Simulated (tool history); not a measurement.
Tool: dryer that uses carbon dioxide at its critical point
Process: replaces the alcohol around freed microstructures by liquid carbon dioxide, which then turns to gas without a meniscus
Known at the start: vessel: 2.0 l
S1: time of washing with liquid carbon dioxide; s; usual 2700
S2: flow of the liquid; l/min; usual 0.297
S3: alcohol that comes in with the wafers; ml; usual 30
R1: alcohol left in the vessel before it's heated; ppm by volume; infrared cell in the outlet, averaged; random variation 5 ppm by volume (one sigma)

run	day	S1	S2	S3	R1
1	0.000	2700	0.297	30	72
2	1.146	2700	0.400	30	34
3	2.504	2940	0.400	30	40
4	3.688	2940	0.400	30	41
5	4.975	2940	0.400	30	50
6	5.858	2700	0.297	30	107
7	6.875	2700	0.297	30	108
8	8.225	2700	0.297	30	117
9	8.875	3540	0.297	30	71
10	9.592	3540	0.297	30	79
11	10.654	3540	0.297	30	83
12	11.896	2280	0.297	82	466

Forecast run 13:
13	13.121	2700	0.189	30	?

Run 13 gave R1 610 ppm by volume.
Without the tool's hidden state the same run would have given R1 365 ppm by volume.

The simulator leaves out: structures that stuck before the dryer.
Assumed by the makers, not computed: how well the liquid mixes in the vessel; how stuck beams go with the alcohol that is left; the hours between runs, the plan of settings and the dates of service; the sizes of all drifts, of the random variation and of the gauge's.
